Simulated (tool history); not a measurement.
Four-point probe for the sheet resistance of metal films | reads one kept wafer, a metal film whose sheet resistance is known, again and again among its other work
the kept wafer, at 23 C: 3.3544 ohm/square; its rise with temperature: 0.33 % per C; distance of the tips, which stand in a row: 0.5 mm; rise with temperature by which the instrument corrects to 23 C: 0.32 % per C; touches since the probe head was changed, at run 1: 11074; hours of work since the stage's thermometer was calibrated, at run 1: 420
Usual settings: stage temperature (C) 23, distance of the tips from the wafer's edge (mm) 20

run	hour	stage temperature (C)	distance of the tips from the wafer's edge (mm)	touches since the probe head was changed	hours of work since the stage's thermometer was calibrated	sheet resistance as the instrument gives it (ohm/square)
1	0	23	20	11074	420	3.381142
2	15.4	33	20	11485	432	3.384334
3	30.9	33	20	11899	444	3.38424
4	40.8	23	27	12162	451	3.380616
5	56.8	23	10	12587	464	3.38401
6	65.6	23	10	12822	471	3.384086
7	79.8	23	20	13201	481	3.379635
8	87.9	23	5	13417	488	3.397893
9	96.8	23	5	13653	495	3.397812
10	106.1	23	5	13902	502	3.397538
11	119.2	23	20	14250	512	3.379892
12	132	23	20	14592	522	3.381045
13	146.9	24	20	14989	533	3.381344
14	159.5	23	20	15324	543	3.381682
15	171.1	23	20	15633	552	3.381438
16	181.6	33	20	15914	560	3.38658
17	189.1	35	20	16114	566	3.387073
18	202.6	28	20	16472	576	3.384183
19	218.1	23	10	16887	588	3.384654
20	234.2	23	20	17314	600	3.382394
21	247.5	23	20	17670	611	3.380688
22	263.6	23	20	18100	623	3.381513
23	275.5	23	20	18417	632	3.380648
24	289.9	23	11	18801	643	3.384133
25	303.8	34	9	19171	654	3.390387
26	313.1	21	72	19419	661	3.380625
27	327	23	20	19788	672	3.382199
28	337.5	24	29	20068	680	3.380652
29	350.7	24	29	20421	690	3.381708
30	366	24	29	20828	702	3.382781
31	374.8	27	15	21064	709	3.385393
32	386.3	24	18	21369	718	3.381988
33	395.4	19	20	21613	725	3.379962
34	411	19	7	22028	737	3.388536
35	424	19	7	22373	747	3.390776
36	436.6	19	7	22708	756	3.388621
37	451.7	19	7	23113	768	3.388739
38	458.9	31	20	23304	773	3.386856
39	467.6	24	37	23536	780	3.383024
40	475.4	33	16	23743	786	3.388463
41	484.1	33	36	23976	793	3.387996
42	493.6	18	13	24229	800	3.382885
43	508.8	26	56	24635	812	3.384685
44	515.9	26	56	24824	817	3.383379

Measured less the same run without the tool's hidden state. The same run-to-run variation is in both; the gauge's scatter may not be:
The hidden state here: inner tips' distance over the nominal, %; tips' flats over new ones', %; wafer's true temperature over the reading, C; drift of the gauge itself on sheet_ohm, %.
run	sheet resistance as the instrument gives it (ohm/square)
1	+0.024436
2	+0.024587
3	+0.024682
4	+0.024685
5	+0.024806
6	+0.024869
7	+0.024924
8	+0.025097
9	+0.025153
10	+0.02521
11	+0.025179
12	+0.025276
13	+0.025366
14	+0.025437
15	+0.025505
16	+0.025645
17	+0.025705
18	+0.025736
19	+0.025805
20	+0.025892
21	+0.025959
22	+0.026082
23	+0.026136
24	+0.026247
25	+0.02643
26	+0.026349
27	+0.026456
28	+0.026502
29	+0.026592
30	+0.026696
31	+0.026782
32	+0.026804
33	+0.026822
34	+0.026989
35	+0.027089
36	+0.02714
37	+0.027221
38	+0.027325
39	+0.027304
40	+0.027443
41	+0.027492
42	+0.027425
43	+0.027583
44	+0.027615

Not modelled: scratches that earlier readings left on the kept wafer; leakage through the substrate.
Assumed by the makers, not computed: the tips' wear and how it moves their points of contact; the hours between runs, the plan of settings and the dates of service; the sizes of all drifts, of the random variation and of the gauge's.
